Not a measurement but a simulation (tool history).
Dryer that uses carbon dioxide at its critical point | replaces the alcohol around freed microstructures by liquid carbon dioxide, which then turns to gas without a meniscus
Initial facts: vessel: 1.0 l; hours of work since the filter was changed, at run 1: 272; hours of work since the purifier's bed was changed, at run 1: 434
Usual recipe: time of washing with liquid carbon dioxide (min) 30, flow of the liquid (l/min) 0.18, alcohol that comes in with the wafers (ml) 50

run    hour  time of washing with liquid carbon dioxide (min)  flow of the liquid (l/min)  alcohol that comes in with the wafers (ml)  hours of work since the filter was changed  hours of work since the purifier's bed was changed  alcohol left in the vessel before it's heated (ppm by volume)
  1       0                                                30                        0.18                                          50                                         272                                                 434                                                            567
  2      53                                                30                        0.18                                          50                                         291                                                 454                                                            591
  3   103.3                                                30                        0.18                                          50                                         310                                                 472                                                            595
  4   163.2                                                30                        0.18                                          50                                         332                                                 494                                                            611
  5   210.3                                                30                        0.18                                          50                                         349                                                 512                                                            611
  6   261.5                                                30                        0.18                                          50                                         368                                                 531                                                            607
  7   314.7                                                20                        0.18                                          50                                         388                                                 550                                                           2594
  8   378.5                                                20                        0.18                                          77                                         411                                                 574                                                           3991
      420.2  -- inlet filter changed
  9   445.2                                                20                        0.18                                          77                                           9                                                 598                                                           3285
 10   511.6                                                20                        0.18                                          77                                          34                                                 623                                                           3427
 11   547.7                                                20                        0.18                                         116                                          47                                                 636                                                           4983
 12   606.1                                                20                        0.18                                         116                                          69                                                 658                                                           5132
 13   640.5                                                20                        0.18                                         116                                          81                                                 670                                                           5165
 14     703                                                20                        0.18                                         116                                         104                                                 694                                                           5420
 15   754.5                                                20                        0.18                                         116                                         123                                                 713                                                           5347
 16   794.2                                                20                        0.18                                          54                                         138                                                 727                                                           2454
 17   839.1                                                30                        0.18                                          45                                         155                                                 744                                                            541
 18     882                                                20                        0.18                                          50                                         171                                                 760                                                           2385
 19   945.3                                                20                        0.18                                          50                                         194                                                 783                                                           2449
 20   978.8                                                20                        0.18                                          50                                         206                                                 795                                                           2392
 21  1046.4                                                18                        0.18                                          50                                         231                                                 820                                                           3299
 22  1092.5                                                18                        0.18                                          50                                         248                                                 837                                                           3266
 23  1156.7                                                30                        0.18                                          20                                         272                                                 861                                                            331
 24  1188.8                                                30                        0.18                                          20                                         284                                                 873                                                            331
 25  1222.1                                                30                       0.236                                         111                                         296                                                 885                                                            380
 26  1274.1                                                19                       0.117                                          46                                         315                                                 905                                                           7733
 27  1339.5                                                30                        0.18                                          24                                         340                                                 929                                                            397
 28  1380.6                                                30                        0.18                                          24                                         355                                                 944                                                            410
 29  1414.4                                                33                       0.184                                          33                                         367                                                 956                                                            352
 30  1472.4                                                28                       0.264                                          50                                         389                                                 978                                                            236
 31  1515.6                                                28                       0.264                                          50                                         405                                                 994                                                            245
 32  1547.3                                                34                        0.28                                          50                                         416                                                1005                                                            167
     1572.1  -- inlet filter changed
 33  1602.2                                                34                        0.28                                          50                                          11                                                1025                                                            166
 34  1632.1                                                19                        0.18                                          53                                          22                                                1036                                                           2668
 35  1680.3                                                30                       0.206                                          54                                          40                                                1054                                                            391
 36  1743.4                                                30                       0.206                                          54                                          63                                                1078                                                            382
 37  1783.9                                                19                       0.139                                          54                                          78                                                1093                                                           5724
 38  1831.4                                                22                       0.127                                          30                                          96                                                1110                                                           2890
     1890.9  -- purifier's bed changed
 39  1895.8                                                21                       0.135                                          95                                         118                                                   2                                                           8349
 40  1948.8                                                21                       0.135                                          95                                         138                                                  21                                                           8414
 41  1991.5                                                21                       0.135                                          95                                         154                                                  37                                                           8328
 42  2051.7                                                33                       0.135                                          95                                         176                                                  59                                                           2225
 43  2093.2                                                33                       0.135                                          95                                         191                                                  75                                                           2233
 44  2127.8                                                30                       0.279                                          40                                         204                                                  88                                                             32
 45  2171.7                                                20                        0.18                                         107                                         220                                                 104                                                           4919
 46  2204.5                                                20                        0.18                                         107                                         233                                                 116                                                           4859

Below, some changes in alcohol left in the vessel before it's heated (ppm by volume) between adjacent runs. For each, the amount present without the hidden state too (settings, incoming material, random variation) and the amount remaining for the hidden state with gauge scatter not shared by both compared results:
The hidden state here: flow that reaches the vessel past the clogged filter, %; alcohol in the recycled carbon dioxide, ppm; drift of the gauge itself on alcohol_ppm, %.
Run 8 -> 9: inlet filter changed. alcohol left in the vessel before it's heated (ppm by volume) -706: hidden state -688, all else -18.
Run 25 -> 26: time of washing with liquid carbon dioxide (min) 30 -> 19, flow of the liquid (l/min) 0.236 -> 0.117, alcohol that comes in with the wafers (ml) 111 -> 46. alcohol left in the vessel before it's heated (ppm by volume) +7353: hidden state +771, all else +6582.
Run 26 -> 27: time of washing with liquid carbon dioxide (min) 19 -> 30, flow of the liquid (l/min) 0.117 -> 0.18, alcohol that comes in with the wafers (ml) 46 -> 24. alcohol left in the vessel before it's heated (ppm by volume) -7336: hidden state -773, all else -6563.
Run 41 -> 42: time of washing with liquid carbon dioxide (min) 21 -> 33. alcohol left in the vessel before it's heated (ppm by volume) -6103: hidden state -314, all else -5789.
